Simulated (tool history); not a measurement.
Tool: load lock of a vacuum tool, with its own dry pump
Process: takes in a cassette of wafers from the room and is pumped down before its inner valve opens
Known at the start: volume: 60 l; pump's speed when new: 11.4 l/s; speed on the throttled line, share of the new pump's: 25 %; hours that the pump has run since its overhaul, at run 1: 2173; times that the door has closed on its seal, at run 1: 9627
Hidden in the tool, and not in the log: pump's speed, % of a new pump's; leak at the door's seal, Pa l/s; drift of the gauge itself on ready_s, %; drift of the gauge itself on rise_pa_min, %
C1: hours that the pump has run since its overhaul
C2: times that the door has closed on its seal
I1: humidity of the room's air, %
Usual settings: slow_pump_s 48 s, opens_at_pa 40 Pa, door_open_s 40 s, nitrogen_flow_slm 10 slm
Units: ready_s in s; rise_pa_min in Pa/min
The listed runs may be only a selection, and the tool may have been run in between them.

Run 1, hour 0.0: usual settings; C1 2173; C2 9627; I1 43.4. Result: ready_s 77.6 s, rise_pa_min 0.074 Pa/min.
Run 2, hour 50.7: usual settings; C1 2224; C2 9819; I1 44.5. Result: ready_s 77.7 s, rise_pa_min 0.070 Pa/min.
Run 3, hour 139.8: usual settings; C1 2313; C2 10157; I1 44.2. Result: ready_s 77.5 s, rise_pa_min 0.077 Pa/min.
Run 4, hour 217.4: usual settings; C1 2390; C2 10451; I1 44.6. Result: ready_s 77.8 s, rise_pa_min 0.080 Pa/min.
Run 5, hour 287.7: usual settings; C1 2461; C2 10717; I1 44.2. Result: ready_s 78.3 s, rise_pa_min 0.077 Pa/min.
Run 6, hour 369.2: usual settings; C1 2542; C2 11026; I1 48.3. Result: ready_s 77.5 s, rise_pa_min 0.083 Pa/min.
Run 7, hour 452.7: usual settings; C1 2626; C2 11343; I1 45.4. Result: ready_s 78.0 s, rise_pa_min 0.086 Pa/min.
Run 8, hour 509.0: usual settings; C1 2682; C2 11556; I1 44.8. Result: ready_s 78.1 s, rise_pa_min 0.082 Pa/min.
Run 9, hour 590.3: usual settings but opens_at_pa 60 Pa; C1 2763; C2 11864; I1 44.1. Result: ready_s 75.7 s, rise_pa_min 0.085 Pa/min.
Run 10, hour 654.1: usual settings but nitrogen_flow_slm 8 slm; C1 2827; C2 12106; I1 46.8. Result: ready_s 77.6 s, rise_pa_min 0.090 Pa/min.
Run 11, hour 713.1: usual settings but nitrogen_flow_slm 8 slm; C1 2886; C2 12329; I1 45.3. Result: ready_s 78.0 s, rise_pa_min 0.090 Pa/min.
Run 12, hour 772.1: usual settings; C1 2945; C2 12553; I1 48.8. Result: ready_s 77.5 s, rise_pa_min 0.087 Pa/min.
Run 13, hour 852.1: usual settings; C1 3025; C2 12856; I1 43.2. Result: ready_s 77.9 s, rise_pa_min 0.089 Pa/min.
Run 14, hour 897.7: usual settings; C1 3071; C2 13029; I1 48.3. Result: ready_s 78.5 s, rise_pa_min 0.089 Pa/min.
Run 15, hour 975.0: usual settings; C1 3148; C2 13321; I1 47.8. Result: ready_s 78.0 s, rise_pa_min 0.095 Pa/min.
Run 16, hour 1056.3: usual settings; C1 3229; C2 13629; I1 42.2. Result: ready_s 77.7 s, rise_pa_min 0.087 Pa/min.
Run 17, hour 1127.7: usual settings; C1 3301; C2 13900; I1 40.4. Result: ready_s 77.6 s, rise_pa_min 0.093 Pa/min.
Run 18, hour 1214.0: usual settings; C1 3387; C2 14227; I1 47.5. Result: ready_s 78.0 s, rise_pa_min 0.098 Pa/min.
Run 19, hour 1275.7: usual settings; C1 3449; C2 14461; I1 44.0. Result: ready_s 78.2 s, rise_pa_min 0.089 Pa/min.
Run 20, hour 1324.1: usual settings; C1 3497; C2 14644; I1 50.0. Result: ready_s 78.1 s, rise_pa_min 0.101 Pa/min.
Run 21, hour 1415.1: usual settings but slow_pump_s 38 s, opens_at_pa 37 Pa, door_open_s 60 s; C1 3588; C2 14989; I1 46.8. Result: ready_s 71.4 s, rise_pa_min 0.113 Pa/min.
Run 22, hour 1473.2: usual settings but slow_pump_s 38 s, opens_at_pa 37 Pa, door_open_s 60 s, nitrogen_flow_slm 22 slm; C1 3646; C2 15209; I1 45.1. Result: ready_s 71.0 s, rise_pa_min 0.098 Pa/min.
Run 23, hour 1531.9: usual settings but slow_pump_s 38 s, opens_at_pa 37 Pa, door_open_s 60 s, nitrogen_flow_slm 22 slm; C1 3705; C2 15431; I1 43.7. Result: ready_s 70.9 s, rise_pa_min 0.097 Pa/min.
Run 24, hour 1615.0: usual settings but slow_pump_s 38 s, opens_at_pa 49 Pa, door_open_s 60 s, nitrogen_flow_slm 4 slm; C1 3788; C2 15747; I1 45.0. Result: ready_s 70.0 s, rise_pa_min 0.122 Pa/min.

Forecast run 25:
Run 25, hour 1706.6: usual settings but door_open_s 42 s, nitrogen_flow_slm 17 slm; C1 3880; C2 16093; I1 44.3. Result: ready_s ?, rise_pa_min ?.

{"run 25": {"ready_s": 78.3, "rise_pa_min": 0.1}}
Minus the tool's unlogged condition, the same run would have read ready_s 77.4 s, rise_pa_min 0.039 Pa/min.
